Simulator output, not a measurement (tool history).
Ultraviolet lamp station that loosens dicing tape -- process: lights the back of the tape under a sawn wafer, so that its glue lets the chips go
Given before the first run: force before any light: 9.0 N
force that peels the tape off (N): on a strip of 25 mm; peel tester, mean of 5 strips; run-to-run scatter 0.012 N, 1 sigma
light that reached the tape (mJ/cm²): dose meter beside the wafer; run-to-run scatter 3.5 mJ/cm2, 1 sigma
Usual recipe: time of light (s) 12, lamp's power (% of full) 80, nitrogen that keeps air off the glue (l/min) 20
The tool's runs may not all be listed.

run,hour,time of light (s),lamp's power (% of full),nitrogen that keeps air off the glue (l/min),force that peels the tape off (N),light that reached the tape (mJ/cm²)
1,0.0,12,80,20,0.709,504
2,10.6,12,80,20,0.731,509
3,19.9,12,80,20,0.746,507
4,32.2,12,80,20,0.712,501
5,42.7,12,64,20,1.138,402
6,50.9,12,74,20,0.855,463
7,57.6,12,81,20,0.724,507
8,67.5,7,61,39,2.242,219
9,79.8,12,68,20,1.033,426
10,86.7,12,68,27,0.889,418
11,99.1,14,81,11,0.883,577

Forecast each of these 3 alternatives for the next run:
A,104.7,21,90,36,?,?
B,104.7,14,60,9,?,?
C,104.7,6,96,10,?,?

run,force that peels the tape off (N),light that reached the tape (mJ/cm²)
A,0.216,964
B,1.649,428
C,2.764,293
Stripped of hidden state, with their random variation kept, the same runs would have yielded:
run,force that peels the tape off (N),light that reached the tape (mJ/cm²)
A,0.206,1149
B,1.230,511
C,2.215,349
